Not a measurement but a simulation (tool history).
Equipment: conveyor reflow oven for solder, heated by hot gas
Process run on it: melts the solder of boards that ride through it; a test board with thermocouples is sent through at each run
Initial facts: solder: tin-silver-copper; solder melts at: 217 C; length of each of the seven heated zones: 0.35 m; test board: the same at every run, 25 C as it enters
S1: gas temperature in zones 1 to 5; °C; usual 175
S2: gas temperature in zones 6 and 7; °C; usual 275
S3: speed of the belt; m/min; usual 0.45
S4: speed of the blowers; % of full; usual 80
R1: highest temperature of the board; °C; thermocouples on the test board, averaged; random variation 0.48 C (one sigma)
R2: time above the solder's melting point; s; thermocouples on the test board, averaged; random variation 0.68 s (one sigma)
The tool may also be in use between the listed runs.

| run | hour | S1 | S2 | S3 | S4 | R1 | R2 |
|---|---|---|---|---|---|---|---|
| 1 | 0 | 175 | 275 | 0.45 | 80 | 258.3 | 74.5 |
| 2 | 11.1 | 175 | 275 | 0.45 | 80 | 258.3 | 74.4 |
| 3 | 18.5 | 175 | 275 | 0.45 | 80 | 258.9 | 76 |
| 4 | 23.7 | 175 | 275 | 0.497 | 80 | 254.9 | 64.9 |
| 5 | 32.1 | 175 | 275 | 0.45 | 80 | 258.4 | 74.7 |
| 6 | 38 | 175 | 275 | 0.45 | 80 | 258.5 | 74.7 |
| 7 | 45.7 | 175 | 275 | 0.45 | 80 | 258.1 | 74.6 |
| 8 | 52.6 | 175 | 275 | 0.45 | 54 | 253.2 | 70 |
| 9 | 63.2 | 175 | 275 | 0.45 | 52 | 251.6 | 68.7 |
| 10 | 70.3 | 175 | 275 | 0.45 | 52 | 251.3 | 69 |
|  | 75.4 | belt drive overhauled, speed set with a stopwatch |
| 11 | 86.3 | 175 | 275 | 0.45 | 52 | 252.2 | 67.7 |
| 12 | 96.6 | 175 | 275 | 0.375 | 80 | 262.4 | 95.4 |
|  | 105.9 | belt drive overhauled, speed set with a stopwatch, once more |
| 13 | 111.6 | 175 | 275 | 0.375 | 80 | 262.3 | 95.2 |
| 14 | 122.4 | 175 | 275 | 0.375 | 80 | 262.5 | 93.8 |
| 15 | 129.2 | 175 | 275 | 0.375 | 80 | 262.4 | 96.1 |
| 16 | 139.8 | 175 | 269 | 0.54 | 56 | 240.4 | 44.2 |
| 17 | 146.5 | 180 | 275 | 0.54 | 56 | 247.4 | 51.8 |
| 18 | 154.3 | 180 | 275 | 0.54 | 56 | 246.6 | 52 |
| 19 | 166.3 | 175 | 275 | 0.512 | 68 | 251.1 | 58.3 |
| 20 | 176.9 | 162 | 283 | 0.45 | 80 | 262.7 | 73.6 |
| 21 | 187.4 | 162 | 283 | 0.45 | 80 | 261.5 | 72.5 |
| 22 | 194.3 | 183 | 275 | 0.504 | 80 | 254.2 | 66.5 |
| 23 | 204.8 | 165 | 279 | 0.512 | 75 | 251.5 | 56.8 |
| 24 | 209.9 | 175 | 284 | 0.39 | 63 | 266 | 91.5 |
| 25 | 219.7 | 186 | 285 | 0.51 | 84 | 263.9 | 74.4 |
| 26 | 224.7 | 186 | 285 | 0.51 | 84 | 263 | 73.2 |
| 27 | 232.6 | 186 | 285 | 0.397 | 81 | 270.1 | 99.6 |
| 28 | 244.4 | 171 | 285 | 0.397 | 81 | 269.5 | 92.4 |
| 29 | 251.2 | 173 | 283 | 0.362 | 73 | 268.9 | 101.8 |
| 30 | 259.4 | 173 | 283 | 0.362 | 73 | 268.4 | 101.1 |

Below are 4 alternative next runs, each starting from the tool's condition after run 30. Predict each:
| A | 265.6 | 175 | 276 | 0.422 | 58 | ? | ? |
| B | 265.6 | 178 | 283 | 0.535 | 80 | ? | ? |
| C | 265.6 | 173 | 283 | 0.362 | 83 | ? | ? |
| D | 265.6 | 175 | 273 | 0.45 | 75 | ? | ? |

| run | R1 | R2 |
|---|---|---|
| A | 255.1 | 76.7 |
| B | 257 | 62 |
| C | 270.2 | 103.5 |
| D | 253.8 | 71.9 |
What these runs would have given with no unlogged condition in the tool:
| run | R1 | R2 |
|---|---|---|
| A | 258.9 | 80.2 |
| B | 261.7 | 65.3 |
| C | 273.9 | 105.8 |
| D | 257.8 | 75.5 |

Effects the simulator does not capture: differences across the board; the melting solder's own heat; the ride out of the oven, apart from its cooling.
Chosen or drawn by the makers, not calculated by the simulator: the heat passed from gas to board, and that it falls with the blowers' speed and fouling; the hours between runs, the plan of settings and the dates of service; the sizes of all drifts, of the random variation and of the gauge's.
